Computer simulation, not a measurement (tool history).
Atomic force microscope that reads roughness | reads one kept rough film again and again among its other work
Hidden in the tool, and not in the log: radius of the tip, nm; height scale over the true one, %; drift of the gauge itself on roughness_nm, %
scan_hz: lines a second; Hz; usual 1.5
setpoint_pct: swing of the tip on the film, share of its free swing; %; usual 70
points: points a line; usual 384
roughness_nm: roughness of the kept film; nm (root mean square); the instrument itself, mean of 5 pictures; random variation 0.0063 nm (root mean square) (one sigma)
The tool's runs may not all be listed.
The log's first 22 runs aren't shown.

| run | hour | scan_hz | setpoint_pct | points | pictures with this tip | hours of work since the height scale was calibrated | roughness_nm |
|---|---|---|---|---|---|---|---|
| 23 | 218.9 | 2.6 | 66 | 663 | 335 | 20 | 1.565 |
| 24 | 226.4 | 2.01 | 89 | 939 | 346 | 23 | 1.477 |
| 25 | 235.8 | 2.96 | 56 | 519 | 360 | 28 | 1.582 |
| 26 | 249.2 | 2.96 | 56 | 519 | 380 | 34 | 1.577 |
|  | 251.1 | new tip fitted |
| 27 | 265.1 | 1.05 | 86 | 464 | 20 | 41 | 1.609 |
| 28 | 272.2 | 2.19 | 79 | 871 | 31 | 44 | 1.584 |
| 29 | 279.1 | 0.52 | 61 | 820 | 41 | 47 | 1.688 |
| 30 | 287 | 0.52 | 61 | 820 | 53 | 51 | 1.681 |
| 31 | 299 | 1.91 | 58 | 320 | 70 | 56 | 1.635 |
| 32 | 306.5 | 1.5 | 83 | 331 | 81 | 60 | 1.573 |
| 33 | 318.5 | 0.86 | 83 | 607 | 99 | 65 | 1.618 |
| 34 | 326.2 | 0.86 | 83 | 607 | 110 | 69 | 1.62 |
| 35 | 342.1 | 1.5 | 87 | 384 | 134 | 76 | 1.55 |
| 36 | 349.1 | 0.7 | 75 | 955 | 144 | 79 | 1.645 |
| 37 | 364.3 | 2.63 | 70 | 294 | 166 | 86 | 1.57 |
| 38 | 376.2 | 2.92 | 75 | 294 | 184 | 92 | 1.523 |
| 39 | 391.5 | 0.68 | 76 | 384 | 206 | 99 | 1.625 |

Forecast each of these 5 alternatives for the next run:
| A | 399.6 | 1.5 | 82 | 384 | 218 | 102 | ? |
| B | 399.6 | 0.68 | 72 | 384 | 218 | 102 | ? |
| C | 399.6 | 1.5 | 70 | 923 | 218 | 102 | ? |
| D | 399.6 | 1.51 | 65 | 423 | 218 | 102 | ? |
| E | 399.6 | 1.99 | 70 | 463 | 218 | 102 | ? |

| run | roughness_nm |
|---|---|
| A | 1.567 |
| B | 1.63 |
| C | 1.611 |
| D | 1.599 |
| E | 1.574 |
Without the tool's hidden state the same runs would have given:
| run | roughness_nm |
|---|---|
| A | 1.613 |
| B | 1.678 |
| C | 1.658 |
| D | 1.647 |
| E | 1.621 |
